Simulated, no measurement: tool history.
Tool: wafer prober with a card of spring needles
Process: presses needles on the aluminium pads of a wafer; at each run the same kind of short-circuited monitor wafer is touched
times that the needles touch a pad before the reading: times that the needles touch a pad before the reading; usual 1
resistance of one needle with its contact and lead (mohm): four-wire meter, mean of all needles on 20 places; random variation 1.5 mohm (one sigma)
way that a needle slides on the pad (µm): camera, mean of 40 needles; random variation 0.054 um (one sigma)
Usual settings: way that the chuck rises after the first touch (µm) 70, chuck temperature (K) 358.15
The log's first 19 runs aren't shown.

run,hour,way that the chuck rises after the first touch (µm),chuck temperature (K),times that the needles touch a pad before the reading,touches since the tips were cleaned,cleanings since the card got new needles,touches since the first contact's height was set,resistance of one needle with its contact and lead (mohm),way that a needle slides on the pad (µm)
20,114.7,57,322.15,1,4396,37,44119,291,12.36
# hour 116.4: tips cleaned on abrasive film
21,120.7,70,329.15,1,2445,38,47503,214,15.14
# hour 126.4: tips cleaned on abrasive film
22,130.2,70,329.15,1,2169,39,52933,198,15.18
# hour 136.5: tips cleaned on abrasive film
23,139.7,85,365.15,2,1819,40,58332,163,18.41
# hour 145.8: tips cleaned on abrasive film
24,146.8,85,365.15,2,531,41,62324,148,18.27
25,153.5,71,302.15,2,4381,41,66174,198,15.21
# hour 155.3: tips cleaned on abrasive film
26,162.0,52,329.15,2,3837,42,71042,244,11.04
# hour 165.3: tips cleaned on abrasive film
27,166.8,58,332.15,2,862,43,73748,166,12.39
# hour 174.7: tips cleaned on abrasive film
28,175.2,58,332.15,1,293,44,78510,167,12.33
29,180.3,63,358.15,1,3214,44,81431,245,13.46
# hour 184.6: tips cleaned on abrasive film
30,185.2,63,358.15,1,370,45,84214,173,13.38
# hour 194.3: tips cleaned on abrasive film
# hour 194.6: height of the first contact set anew
31,194.9,86,358.15,1,158,46,158,150,18.83
32,199.2,85,345.15,3,2659,46,2659,151,18.71
# hour 204.2: tips cleaned on abrasive film
33,205.4,85,345.15,3,687,47,6119,141,18.72

3 ways to go on from here, each from the tool as it stands after run 33. What would each give?
A,210.3,85,306.15,1,3512,47,8944,?,?
B,210.3,70,356.15,1,3512,47,8944,?,?
C,210.3,89,345.15,2,3512,47,8944,?,?

run,resistance of one needle with its contact and lead (mohm),way that a needle slides on the pad (µm)
A,199,18.57
B,234,15.42
C,169,19.57
Without the tool's hidden state the same runs would have given:
run,resistance of one needle with its contact and lead (mohm),way that a needle slides on the pad (µm)
A,125,18.60
B,137,15.44
C,130,19.59
